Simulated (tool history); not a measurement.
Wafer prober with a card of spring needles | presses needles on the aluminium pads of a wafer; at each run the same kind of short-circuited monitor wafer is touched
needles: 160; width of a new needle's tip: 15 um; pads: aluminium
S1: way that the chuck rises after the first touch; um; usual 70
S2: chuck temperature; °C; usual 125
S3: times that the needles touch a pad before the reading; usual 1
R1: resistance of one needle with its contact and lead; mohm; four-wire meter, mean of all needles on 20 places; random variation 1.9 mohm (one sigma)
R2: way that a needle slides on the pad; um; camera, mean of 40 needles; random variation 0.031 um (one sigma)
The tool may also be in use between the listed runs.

run   hour  S1   S2  S3   R1     R2
  1      0  70  125   1  230  15.56
      17.6  -- tips cleaned on abrasive film
      39.2  -- tips cleaned on abrasive film
      57.4  -- tips cleaned on abrasive film
  2   57.4  70  125   1  217  15.53
      79.8  -- tips cleaned on abrasive film
  3   94.9  70  125   1  268   15.4
      99.1  -- tips cleaned on abrasive film
     103.1  -- height of the first contact set anew
     121.2  -- tips cleaned on abrasive film
     142.4  -- tips cleaned on abrasive film
  4  155.8  70  125   1  265     16
     164.9  -- tips cleaned on abrasive film
       186  -- tips cleaned on abrasive film
     207.5  -- tips cleaned on abrasive film
  5  215.5  70  125   1  255  15.88
     228.2  -- tips cleaned on abrasive film
     249.7  -- tips cleaned on abrasive film
  6  260.1  70  125   1  259  15.78
     269.2  -- tips cleaned on abrasive film
     290.4  -- tips cleaned on abrasive film
     311.3  -- tips cleaned on abrasive film
  7  311.3  70  125   1  214  15.79
     330.5  -- tips cleaned on abrasive film
     352.2  -- tips cleaned on abrasive film
     371.6  -- tips cleaned on abrasive film
  8  371.6  70   74   1  202  15.72
     392.9  -- tips cleaned on abrasive film
     413.4  -- tips cleaned on abrasive film
     434.7  -- tips cleaned on abrasive film
  9  436.8  70   74   1  214  15.69
       457  -- tips cleaned on abrasive film
     477.7  -- tips cleaned on abrasive film
     499.1  -- tips cleaned on abrasive film
 10  503.3  62   82   1  239  13.77
     520.1  -- tips cleaned on abrasive film
     539.6  -- tips cleaned on abrasive film
     560.6  -- tips cleaned on abrasive film
       580  -- tips cleaned on abrasive film
 11    580  70   32   2  192  15.49
     600.7  -- tips cleaned on abrasive film
       622  -- tips cleaned on abrasive film
     626.7  -- height of the first contact set anew
     644.7  -- tips cleaned on abrasive film
 12    653  73   50   2  221   16.7
     666.6  -- tips cleaned on abrasive film
     688.5  -- tips cleaned on abrasive film
     710.1  -- tips cleaned on abrasive film
 13  719.3  74   80   2  226  16.84
     732.1  -- tips cleaned on abrasive film
     754.7  -- tips cleaned on abrasive film
     775.8  -- tips cleaned on abrasive film
 14  787.4  53   52   2  263  12.02
     796.5  -- tips cleaned on abrasive film
     818.6  -- tips cleaned on abrasive film
       840  -- tips cleaned on abrasive film
     861.2  -- tips cleaned on abrasive film
 15  864.5  53   52   2  228   11.9
       881  -- tips cleaned on abrasive film
     901.3  -- tips cleaned on abrasive film
     922.2  -- tips cleaned on abrasive film
 16  929.2  67   26   1  245  15.02

5 ways to go on from here, each from the tool as it stands after run 16. What would each give?
     942.7  -- tips cleaned on abrasive film
     963.6  -- tips cleaned on abrasive film
     984.5  -- tips cleaned on abrasive film
  A  989.6  59   26   1   ?   ?
     942.7  -- tips cleaned on abrasive film
     963.6  -- tips cleaned on abrasive film
     984.5  -- tips cleaned on abrasive film
  B  989.6  53  125   1   ?   ?
     942.7  -- tips cleaned on abrasive film
     963.6  -- tips cleaned on abrasive film
     984.5  -- tips cleaned on abrasive film
  C  989.6  63  111   1   ?   ?
     942.7  -- tips cleaned on abrasive film
     963.6  -- tips cleaned on abrasive film
     984.5  -- tips cleaned on abrasive film
  D  989.6  78  125   2   ?   ?
     942.7  -- tips cleaned on abrasive film
     963.6  -- tips cleaned on abrasive film
     984.5  -- tips cleaned on abrasive film
  E  989.6  55   26   1   ?   ?

run   R1     R2
  A  254  13.16
  B  283  11.76
  C  259  14.05
  D  229  17.47
  E  267  12.19
Without the tool's hidden state the same runs would have given:
run   R1     R2
  A  185  13.56
  B  210  12.17
  C  205  14.46
  D  206  17.88
  E  188  12.59
